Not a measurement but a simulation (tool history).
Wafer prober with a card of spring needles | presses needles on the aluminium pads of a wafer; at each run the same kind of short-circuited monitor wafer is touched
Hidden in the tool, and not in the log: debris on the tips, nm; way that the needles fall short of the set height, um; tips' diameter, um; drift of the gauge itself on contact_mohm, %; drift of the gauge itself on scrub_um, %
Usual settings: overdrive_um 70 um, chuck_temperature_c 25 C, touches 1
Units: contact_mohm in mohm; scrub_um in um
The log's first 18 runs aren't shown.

run     day  overdrive_um  chuck_temperature_c  touches  touches since the tips were cleaned  cleanings since the card got new needles  touches since the first contact's height was set  contact_mohm  scrub_um
 19   6.588            58                   61        1                                 3402                                        26                                            132761           288     11.74
       6.85  -- tips cleaned on abrasive film
 20   7.004            58                   31        2                                  903                                        27                                            135164           252     11.59
 21   7.417            51                   25        1                                 3281                                        27                                            137542           288     10.19
      7.712  -- tips cleaned on abrasive film
 22   7.933            51                   25        1                                 1273                                        28                                            140487           269     10.11
 23    8.35            87                   25        2                                 3695                                        28                                            142909           256     17.71
      8.554  -- tips cleaned on abrasive film
 24   8.758            70                   27        3                                 1183                                        29                                            145234           249     14.16
 25   8.983            70                   27        2                                 2488                                        29                                            146539           257     14.16
      9.396  -- tips cleaned on abrasive film
 26   9.504            70                   27        2                                  616                                        30                                            149508           254     14.16
 27   9.908            70                   27        2                                 2964                                        30                                            151856           256     14.04
     10.246  -- tips cleaned on abrasive film
 28  10.346            67                   27        2                                  577                                        31                                            154348           248     13.43
 29  10.592            71                   56        2                                 2013                                        31                                            155784           263     14.26
 30   10.85            76                   95        1                                 3502                                        31                                            157273           284      15.3
     11.096  -- tips cleaned on abrasive film
     11.188  -- height of the first contact set anew
 31  11.258            76                   95        1                                  867                                        32                                               430           271     16.07
 32  11.504            53                   95        1                                 2271                                        32                                              1834           294     11.11
     11.946  -- tips cleaned on abrasive film
 33  11.946            53                   95        1                                    0                                        33                                              4355           264     11.14
 34  12.242            53                   27        1                                 1729                                        33                                              6084           274     11.22

3 ways to go on from here, each from the tool as it stands after run 34. What would each give?
  A  12.75            73                   25        1                                 4662                                        33                                              9017             ?         ?
  B  12.75            50                  107        1                                 4662                                        33                                              9017             ?         ?
  C  12.75            69                   25        1                                 4662                                        33                                              9017             ?         ?

run  contact_mohm  scrub_um
  A           272     15.38
  B           313     10.51
  C           272     14.53
Without the tool's hidden state the same runs would have given:
run  contact_mohm  scrub_um
  A           247     15.39
  B           270     10.52
  C           245     14.54
